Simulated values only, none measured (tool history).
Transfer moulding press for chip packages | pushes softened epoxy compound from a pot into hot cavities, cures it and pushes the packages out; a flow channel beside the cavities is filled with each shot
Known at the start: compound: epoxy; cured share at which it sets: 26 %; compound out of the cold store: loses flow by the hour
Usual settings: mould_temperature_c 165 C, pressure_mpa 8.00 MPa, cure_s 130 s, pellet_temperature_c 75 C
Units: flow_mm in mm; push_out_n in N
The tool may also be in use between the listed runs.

run    day  mould_temperature_c  pressure_mpa  cure_s  pellet_temperature_c  incoming compound's hours out of the cold store  flow_mm  push_out_n
  1  0.000                  165          8.00     130                    75                                             11.9      960         454
  2  0.546                  165          8.00     130                    75                                             17.9      933         498
  3  1.129                  165          8.00     130                    75                                             17.1      930         537
  4  1.679                  165          8.00     130                    75                                             22.7      911         590
     2.017  -- cavities cleaned with cleaning compound and waxed
  5  2.162                  165          8.00     130                    75                                             31.8      869         417
  6  2.550                  165          8.00     130                    75                                              9.7      961         483
  7  2.975                  165          8.00     130                    75                                             41.8      818         486
  8  3.308                  168          7.39     130                    79                                             11.8      899         496
  9  3.662                  165          9.16     123                    75                                             27.2      939         598
     4.217  -- mould's thermocouples calibrated
     4.367  -- cavities cleaned with cleaning compound and waxed
 10  4.375                  165          6.95     123                    75                                             22.0      830         435
 11  4.829                  165          6.95     133                    74                                             34.7      780         426
 12  5.229                  173          7.51     127                    84                                             37.7      771         429
 13  5.625                  173          7.51     127                    84                                             28.8      816         460
 14  6.075                  165          8.00     130                    72                                             29.6      860         560

Forecast each of these 4 alternatives for the next run:
  A  6.496                  161          8.00     130                    69                                             11.5        ?           ?
  B  6.496                  158          8.00     130                    75                                             19.9        ?           ?
  C  6.496                  172          8.00     130                    72                                             15.8        ?           ?
  D  6.496                  165          8.15     162                    73                                             36.6        ?           ?

run  flow_mm  push_out_n
  A      946         705
  B      915         837
  C      890         503
  D      838         492
Without the tool's hidden state the same runs would have given:
run  flow_mm  push_out_n
  A     1009         476
  B      977         568
  C      949         340
  D      894         332
